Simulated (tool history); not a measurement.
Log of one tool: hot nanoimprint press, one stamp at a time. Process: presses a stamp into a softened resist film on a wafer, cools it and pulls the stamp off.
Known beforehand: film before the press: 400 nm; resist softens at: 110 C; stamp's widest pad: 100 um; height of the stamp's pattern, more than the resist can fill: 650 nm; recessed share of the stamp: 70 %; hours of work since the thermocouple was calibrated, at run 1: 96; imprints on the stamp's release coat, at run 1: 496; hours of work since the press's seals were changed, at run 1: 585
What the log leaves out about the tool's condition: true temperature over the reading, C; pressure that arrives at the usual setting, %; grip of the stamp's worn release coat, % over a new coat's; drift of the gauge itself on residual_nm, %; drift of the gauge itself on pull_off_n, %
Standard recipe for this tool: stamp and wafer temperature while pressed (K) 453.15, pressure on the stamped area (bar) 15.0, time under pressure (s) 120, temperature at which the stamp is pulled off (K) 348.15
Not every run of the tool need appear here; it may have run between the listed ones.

run	hour	stamp and wafer temperature while pressed (K)	pressure on the stamped area (bar)	time under pressure (s)	temperature at which the stamp is pulled off (K)	hours of work since the thermocouple was calibrated	imprints on the stamp's release coat	hours of work since the press's seals were changed	resist left under the stamp's widest pad (angstrom)	greatest force while the stamp is pulled off (N)
1	0.0	453.15	15.0	120	348.15	96	496	585	2019	226
2	31.7	453.15	15.0	120	348.15	111	574	600	2039	224
# hour 56.8: stamp cleaned and given a new release coat
3	61.2	453.15	15.0	120	348.15	122	11	612	2045	207
4	85.4	453.15	15.0	120	348.15	133	70	623	2036	208
5	108.4	453.15	15.0	120	348.15	144	126	634	2058	211
6	132.4	453.15	15.0	120	348.15	156	186	645	2058	213
7	150.7	453.15	15.0	163	348.15	164	231	654	1874	214
8	163.7	460.15	15.0	120	348.15	171	263	660	1553	216
9	183.0	460.15	15.0	120	348.15	180	310	669	1562	214
10	212.2	460.15	15.0	238	348.15	194	382	683	1216	220
11	236.4	455.15	11.7	120	348.15	205	441	695	2158	227
12	260.2	445.15	11.7	169	345.15	216	500	706	2787	238
13	273.7	457.15	11.7	169	349.15	223	533	713	1788	224
14	288.3	457.15	11.7	169	349.15	230	569	720	1794	224

Alternative continuations, all from the tool just after run 14; predict every row:
# hour 315.2: stamp cleaned and given a new release coat
A	317.3	457.15	9.9	169	351.15	241	6	730	?	?
# hour 315.2: stamp cleaned and given a new release coat
B	317.3	448.15	14.4	140	349.15	241	6	730	?	?
# hour 315.2: stamp cleaned and given a new release coat
C	317.3	453.15	19.8	121	346.15	241	6	730	?	?
# hour 315.2: stamp cleaned and given a new release coat
D	317.3	449.15	15.0	161	348.15	241	6	730	?	?

run	resist left under the stamp's widest pad (angstrom)	greatest force while the stamp is pulled off (N)
A	1940	195
B	2456	204
C	1844	212
D	2227	206
What these runs would have given with no unlogged condition in the tool:
run	resist left under the stamp's widest pad (angstrom)	greatest force while the stamp is pulled off (N)
A	1849	192
B	2329	201
C	1711	210
D	2100	203
